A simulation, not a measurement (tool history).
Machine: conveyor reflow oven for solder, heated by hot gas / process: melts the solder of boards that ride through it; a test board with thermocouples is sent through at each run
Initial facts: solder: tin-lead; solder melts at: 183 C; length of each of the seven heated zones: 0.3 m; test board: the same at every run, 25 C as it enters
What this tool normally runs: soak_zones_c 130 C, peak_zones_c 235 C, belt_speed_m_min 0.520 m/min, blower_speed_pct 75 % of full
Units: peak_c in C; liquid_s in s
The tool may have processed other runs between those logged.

run 1 hour=0.0 | soak_zones_c=130 peak_zones_c=235 belt_speed_m_min=0.520 blower_speed_pct=75 | peak_c=217.5 liquid_s=50.6
-- hour=14.8 flux residue cleaned out of gas plates and filters
run 2 hour=70.7 | soak_zones_c=130 peak_zones_c=235 belt_speed_m_min=0.520 blower_speed_pct=75 | peak_c=218.9 liquid_s=50.0
run 3 hour=101.7 | soak_zones_c=130 peak_zones_c=235 belt_speed_m_min=0.520 blower_speed_pct=75 | peak_c=218.4 liquid_s=50.0
run 4 hour=141.3 | soak_zones_c=130 peak_zones_c=235 belt_speed_m_min=0.520 blower_speed_pct=75 | peak_c=218.3 liquid_s=50.3
run 5 hour=206.1 | soak_zones_c=130 peak_zones_c=235 belt_speed_m_min=0.520 blower_speed_pct=75 | peak_c=218.1 liquid_s=50.5
run 6 hour=258.2 | soak_zones_c=130 peak_zones_c=235 belt_speed_m_min=0.520 blower_speed_pct=76 | peak_c=217.6 liquid_s=50.4
run 7 hour=319.1 | soak_zones_c=130 peak_zones_c=235 belt_speed_m_min=0.537 blower_speed_pct=75 | peak_c=216.7 liquid_s=47.5
run 8 hour=367.7 | soak_zones_c=130 peak_zones_c=235 belt_speed_m_min=0.537 blower_speed_pct=75 | peak_c=217.5 liquid_s=47.4
run 9 hour=427.1 | soak_zones_c=130 peak_zones_c=235 belt_speed_m_min=0.537 blower_speed_pct=75 | peak_c=217.3 liquid_s=47.7
run 10 hour=479.7 | soak_zones_c=130 peak_zones_c=235 belt_speed_m_min=0.537 blower_speed_pct=75 | peak_c=217.8 liquid_s=47.0
run 11 hour=535.1 | soak_zones_c=130 peak_zones_c=235 belt_speed_m_min=0.537 blower_speed_pct=75 | peak_c=217.2 liquid_s=47.6
run 12 hour=593.4 | soak_zones_c=129 peak_zones_c=235 belt_speed_m_min=0.537 blower_speed_pct=75 | peak_c=216.6 liquid_s=47.7
-- hour=609.2 flux residue cleaned out of gas plates and filters
run 13 hour=629.3 | soak_zones_c=129 peak_zones_c=235 belt_speed_m_min=0.537 blower_speed_pct=75 | peak_c=217.5 liquid_s=47.3
run 14 hour=665.7 | soak_zones_c=129 peak_zones_c=235 belt_speed_m_min=0.537 blower_speed_pct=75 | peak_c=216.5 liquid_s=47.0
run 15 hour=717.3 | soak_zones_c=129 peak_zones_c=235 belt_speed_m_min=0.537 blower_speed_pct=75 | peak_c=216.8 liquid_s=47.4
run 16 hour=760.6 | soak_zones_c=129 peak_zones_c=235 belt_speed_m_min=0.537 blower_speed_pct=75 | peak_c=217.0 liquid_s=47.9
run 17 hour=803.8 | soak_zones_c=132 peak_zones_c=235 belt_speed_m_min=0.537 blower_speed_pct=75 | peak_c=217.8 liquid_s=48.7
run 18 hour=856.8 | soak_zones_c=125 peak_zones_c=236 belt_speed_m_min=0.522 blower_speed_pct=59 | peak_c=214.5 liquid_s=45.0
run 19 hour=894.2 | soak_zones_c=130 peak_zones_c=229 belt_speed_m_min=0.546 blower_speed_pct=54 | peak_c=205.7 liquid_s=37.0
run 20 hour=925.2 | soak_zones_c=140 peak_zones_c=227 belt_speed_m_min=0.546 blower_speed_pct=54 | peak_c=206.6 liquid_s=40.8
run 21 hour=992.6 | soak_zones_c=140 peak_zones_c=227 belt_speed_m_min=0.546 blower_speed_pct=54 | peak_c=206.9 liquid_s=40.2
run 22 hour=1027.9 | soak_zones_c=140 peak_zones_c=227 belt_speed_m_min=0.546 blower_speed_pct=54 | peak_c=206.8 liquid_s=41.2
run 23 hour=1060.3 | soak_zones_c=120 peak_zones_c=247 belt_speed_m_min=0.431 blower_speed_pct=58 | peak_c=229.8 liquid_s=66.2
-- hour=1073.8 belt drive overhauled, speed set with a stopwatch
-- hour=1115.7 thermocouples of zones 6 and 7 changed
run 24 hour=1129.3 | soak_zones_c=129 peak_zones_c=226 belt_speed_m_min=0.520 blower_speed_pct=62 | peak_c=208.0 liquid_s=40.4
run 25 hour=1184.0 | soak_zones_c=117 peak_zones_c=226 belt_speed_m_min=0.520 blower_speed_pct=72 | peak_c=206.9 liquid_s=38.3
-- hour=1212.6 flux residue cleaned out of gas plates and filters
run 26 hour=1240.0 | soak_zones_c=117 peak_zones_c=226 belt_speed_m_min=0.520 blower_speed_pct=72 | peak_c=207.9 liquid_s=38.4
run 27 hour=1269.6 | soak_zones_c=117 peak_zones_c=226 belt_speed_m_min=0.520 blower_speed_pct=72 | peak_c=207.2 liquid_s=38.2
run 28 hour=1325.7 | soak_zones_c=118 peak_zones_c=226 belt_speed_m_min=0.452 blower_speed_pct=62 | peak_c=210.3 liquid_s=47.8
run 29 hour=1385.6 | soak_zones_c=135 peak_zones_c=228 belt_speed_m_min=0.520 blower_speed_pct=58 | peak_c=209.5 liquid_s=43.8
run 30 hour=1425.0 | soak_zones_c=138 peak_zones_c=228 belt_speed_m_min=0.553 blower_speed_pct=74 | peak_c=211.1 liquid_s=44.3

Branching from run 30: 3 alternative next runs. What would each branch give?
run A hour=1464.9 | soak_zones_c=138 peak_zones_c=228 belt_speed_m_min=0.553 blower_speed_pct=55 | peak_c=? liquid_s=?
run B hour=1464.9 | soak_zones_c=118 peak_zones_c=235 belt_speed_m_min=0.520 blower_speed_pct=75 | peak_c=? liquid_s=?
run C hour=1464.9 | soak_zones_c=130 peak_zones_c=246 belt_speed_m_min=0.508 blower_speed_pct=73 | peak_c=? liquid_s=?

run=A peak_c=206.7 liquid_s=40.0
run=B peak_c=215.9 liquid_s=45.6
run=C peak_c=228.2 liquid_s=57.7
With no hidden state in the tool, these same runs would have given:
run=A peak_c=206.8 liquid_s=40.0
run=B peak_c=216.0 liquid_s=45.6
run=C peak_c=228.2 liquid_s=57.7
